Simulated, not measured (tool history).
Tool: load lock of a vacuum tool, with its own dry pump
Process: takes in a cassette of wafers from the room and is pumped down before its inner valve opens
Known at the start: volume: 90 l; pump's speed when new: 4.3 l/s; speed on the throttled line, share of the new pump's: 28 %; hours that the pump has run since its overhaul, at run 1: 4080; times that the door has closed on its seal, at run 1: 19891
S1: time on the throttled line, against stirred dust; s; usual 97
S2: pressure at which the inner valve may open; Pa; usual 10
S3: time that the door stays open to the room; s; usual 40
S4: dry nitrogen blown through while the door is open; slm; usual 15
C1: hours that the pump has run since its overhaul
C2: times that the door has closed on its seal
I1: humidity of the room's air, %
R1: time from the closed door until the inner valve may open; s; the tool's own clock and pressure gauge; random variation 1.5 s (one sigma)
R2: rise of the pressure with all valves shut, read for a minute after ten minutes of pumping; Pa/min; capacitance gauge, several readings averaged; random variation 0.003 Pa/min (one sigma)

run 1 hour=0.0 | S1=97 S2=10 S3=40 S4=15 | C1=4080 C2=19891 | I1=45.7 | R1=269.8 R2=0.080
run 2 hour=189.4 | S1=141 S2=10 S3=40 S4=15 | C1=4269 C2=20759 | I1=42.9 | R1=301.8 R2=0.089
run 3 hour=342.2 | S1=141 S2=10 S3=40 S4=15 | C1=4422 C2=21460 | I1=45.3 | R1=304.1 R2=0.085
run 4 hour=440.7 | S1=141 S2=10 S3=40 S4=15 | C1=4521 C2=21912 | I1=47.8 | R1=303.3 R2=0.090
run 5 hour=560.8 | S1=141 S2=10 S3=40 S4=15 | C1=4641 C2=22462 | I1=46.7 | R1=302.5 R2=0.090
run 6 hour=655.0 | S1=97 S2=10 S3=40 S4=11 | C1=4735 C2=22894 | I1=47.3 | R1=270.6 R2=0.093
run 7 hour=807.0 | S1=97 S2=10 S3=40 S4=11 | C1=4887 C2=23591 | I1=44.5 | R1=272.4 R2=0.097
run 8 hour=899.7 | S1=97 S2=10 S3=40 S4=11 | C1=4979 C2=24016 | I1=45.3 | R1=273.1 R2=0.102
run 9 hour=980.2 | S1=97 S2=8 S3=40 S4=15 | C1=5060 C2=24385 | I1=46.0 | R1=276.4 R2=0.099
run 10 hour=1135.6 | S1=97 S2=8 S3=40 S4=15 | C1=5215 C2=25097 | I1=41.3 | R1=275.9 R2=0.104
run 11 hour=1236.7 | S1=97 S2=8 S3=40 S4=15 | C1=5317 C2=25561 | I1=43.4 | R1=280.1 R2=0.110
run 12 hour=1336.9 | S1=139 S2=12 S3=81 S4=14 | C1=5417 C2=26020 | I1=46.8 | R1=299.6 R2=0.123
run 13 hour=1497.3 | S1=78 S2=11 S3=47 S4=7 | C1=5577 C2=26756 | I1=44.5 | R1=259.1 R2=0.119
run 14 hour=1623.6 | S1=136 S2=10 S3=40 S4=15 | C1=5703 C2=27334 | I1=47.0 | R1=300.1 R2=0.122
run 15 hour=1702.5 | S1=97 S2=15 S3=60 S4=15 | C1=5782 C2=27696 | I1=47.7 | R1=262.6 R2=0.131
run 16 hour=1821.1 | S1=71 S2=10 S3=174 S4=11 | C1=5901 C2=28240 | I1=46.8 | R1=256.2 R2=0.165
run 17 hour=1937.2 | S1=63 S2=12 S3=74 S4=20 | C1=6017 C2=28773 | I1=45.4 | R1=244.6 R2=0.140

Run 18 comes next. What will it give?
run 18 hour=2027.2 | S1=129 S2=8 S3=40 S4=15 | C1=6107 C2=29185 | I1=47.4 | R1=? R2=?

R1: 303.8 s
R2: 0.125 Pa/min
Without the tool's hidden state the same run would have given R1 293.2 s, R2 0.017 Pa/min.
